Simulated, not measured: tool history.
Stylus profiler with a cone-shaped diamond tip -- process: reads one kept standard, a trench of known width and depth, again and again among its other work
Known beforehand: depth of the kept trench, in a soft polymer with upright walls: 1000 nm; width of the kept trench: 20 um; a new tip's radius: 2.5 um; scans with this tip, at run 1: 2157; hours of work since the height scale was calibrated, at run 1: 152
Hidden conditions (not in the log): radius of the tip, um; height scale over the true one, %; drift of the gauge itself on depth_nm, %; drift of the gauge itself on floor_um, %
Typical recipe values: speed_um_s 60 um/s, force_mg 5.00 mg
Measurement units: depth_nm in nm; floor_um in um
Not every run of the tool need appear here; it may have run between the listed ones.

| run | hour | speed_um_s | force_mg | scans with this tip | hours of work since the height scale was calibrated | depth_nm | floor_um |
|---|---|---|---|---|---|---|---|
| 1 | 0.0 | 60 | 5.00 | 2157 | 152 | 1008.19 | 15.58 |
| 2 | 9.8 | 60 | 5.00 | 2265 | 160 | 1009.00 | 15.53 |
| 3 | 23.0 | 28 | 5.00 | 2411 | 170 | 1007.91 | 15.61 |
| 4 | 30.2 | 60 | 1.70 | 2490 | 176 | 1003.50 | 15.41 |
| 5 | 38.2 | 60 | 1.70 | 2578 | 182 | 1003.29 | 15.43 |
| 6 | 50.5 | 60 | 1.70 | 2714 | 192 | 1003.37 | 15.39 |
| 7 | 61.8 | 60 | 1.70 | 2838 | 200 | 1002.89 | 15.40 |
| 8 | 74.0 | 60 | 1.70 | 2972 | 210 | 1003.35 | 15.37 |
| 9 | 80.3 | 60 | 1.70 | 3041 | 215 | 1003.19 | 15.36 |
| 10 | 87.9 | 60 | 1.70 | 3126 | 221 | 1002.84 | 15.34 |
| 11 | 102.4 | 60 | 1.70 | 3285 | 232 | 1003.17 | 15.34 |
| 12 | 112.4 | 60 | 1.70 | 3395 | 240 | 1003.02 | 15.31 |
| 13 | 125.7 | 60 | 1.70 | 3542 | 250 | 1002.99 | 15.27 |
| 14 | 139.9 | 33 | 1.70 | 3699 | 261 | 1002.91 | 15.32 |
|  | 141.5 | height scale calibrated on a step standard |
| 15 | 153.4 | 60 | 7.36 | 3841 | 9 | 1009.94 | 15.34 |
| 16 | 166.2 | 60 | 5.00 | 3982 | 19 | 1007.02 | 15.30 |
| 17 | 178.8 | 60 | 5.00 | 4121 | 29 | 1006.81 | 15.25 |
|  | 181.7 | height scale calibrated on a step standard, once more |
| 18 | 191.2 | 60 | 5.00 | 4251 | 7 | 1008.86 | 15.31 |
| 19 | 204.8 | 60 | 5.00 | 4402 | 18 | 1008.90 | 15.24 |
| 20 | 216.1 | 60 | 5.00 | 4526 | 27 | 1008.93 | 15.24 |
| 21 | 230.7 | 60 | 4.87 | 4686 | 38 | 1008.83 | 15.17 |
| 22 | 245.9 | 60 | 4.87 | 4854 | 50 | 1008.61 | 15.19 |
| 23 | 255.8 | 60 | 5.00 | 4963 | 58 | 1008.69 | 15.19 |
| 24 | 267.0 | 153 | 4.35 | 5086 | 66 | 1007.70 | 14.96 |
| 25 | 279.0 | 153 | 4.35 | 5219 | 76 | 1007.53 | 14.90 |
| 26 | 288.0 | 153 | 4.35 | 5318 | 83 | 1007.58 | 14.96 |
| 27 | 297.1 | 153 | 3.65 | 5418 | 90 | 1007.00 | 14.86 |
| 28 | 310.6 | 70 | 3.47 | 5566 | 100 | 1006.54 | 14.99 |
| 29 | 320.5 | 70 | 3.47 | 5676 | 108 | 1006.60 | 15.00 |
| 30 | 335.7 | 17 | 9.79 | 5843 | 120 | 1014.13 | 15.12 |
| 31 | 348.8 | 187 | 5.93 | 5988 | 130 | 1009.48 | 14.76 |
| 32 | 362.0 | 84 | 5.74 | 6133 | 140 | 1009.19 | 14.99 |
| 33 | 374.5 | 69 | 5.00 | 6271 | 150 | 1007.92 | 14.95 |
| 34 | 382.7 | 62 | 3.04 | 6361 | 156 | 1005.27 | 14.91 |
| 35 | 396.2 | 16 | 13.32 | 6509 | 167 | 1016.89 | 15.04 |
| 36 | 406.5 | 216 | 2.05 | 6623 | 175 | 1004.14 | 14.38 |
| 37 | 418.5 | 216 | 2.05 | 6755 | 184 | 1004.20 | 14.40 |
| 38 | 429.4 | 43 | 3.10 | 6875 | 193 | 1005.39 | 14.93 |
| 39 | 439.5 | 207 | 1.90 | 6987 | 200 | 1003.59 | 14.35 |
| 40 | 453.7 | 102 | 11.62 | 7143 | 211 | 1014.69 | 14.78 |
| 41 | 460.9 | 195 | 2.54 | 7222 | 217 | 1004.32 | 14.42 |
| 42 | 469.8 | 60 | 5.08 | 7320 | 224 | 1007.98 | 14.90 |
| 43 | 484.8 | 34 | 4.44 | 7485 | 236 | 1007.09 | 14.94 |
| 44 | 495.6 | 168 | 2.95 | 7603 | 244 | 1005.26 | 14.47 |
| 45 | 505.9 | 74 | 2.00 | 7717 | 252 | 1003.45 | 14.69 |

Per-run results on a tool with no hidden state, each run keeping its own random variation:
| run | depth_nm | floor_um |
|---|---|---|
| 1 | 1009.18 | 15.88 |
| 2 | 1010.03 | 15.85 |
| 3 | 1008.99 | 15.95 |
| 4 | 1004.60 | 15.76 |
| 5 | 1004.43 | 15.80 |
| 6 | 1004.56 | 15.78 |
| 7 | 1004.11 | 15.81 |
| 8 | 1004.62 | 15.80 |
| 9 | 1004.49 | 15.80 |
| 10 | 1004.18 | 15.79 |
| 11 | 1004.56 | 15.81 |
| 12 | 1004.45 | 15.80 |
| 13 | 1004.47 | 15.78 |
| 14 | 1004.45 | 15.86 |
| 15 | 1012.01 | 15.90 |
| 16 | 1009.14 | 15.88 |
| 17 | 1008.98 | 15.85 |
| 18 | 1009.07 | 15.92 |
| 19 | 1009.17 | 15.88 |
| 20 | 1009.25 | 15.90 |
| 21 | 1009.20 | 15.86 |
| 22 | 1009.05 | 15.89 |
| 23 | 1009.17 | 15.91 |
| 24 | 1008.22 | 15.70 |
| 25 | 1008.10 | 15.66 |
| 26 | 1008.18 | 15.73 |
| 27 | 1007.64 | 15.65 |
| 28 | 1007.23 | 15.80 |
| 29 | 1007.33 | 15.83 |
| 30 | 1014.93 | 15.97 |
| 31 | 1010.34 | 15.63 |
| 32 | 1010.10 | 15.88 |
| 33 | 1008.88 | 15.86 |
| 34 | 1006.25 | 15.83 |
| 35 | 1017.94 | 15.98 |
| 36 | 1005.22 | 15.34 |
| 37 | 1005.32 | 15.38 |
| 38 | 1006.56 | 15.92 |
| 39 | 1004.79 | 15.36 |
| 40 | 1015.97 | 15.81 |
| 41 | 1005.61 | 15.46 |
| 42 | 1009.30 | 15.96 |
| 43 | 1008.47 | 16.02 |
| 44 | 1006.69 | 15.57 |
| 45 | 1004.92 | 15.81 |
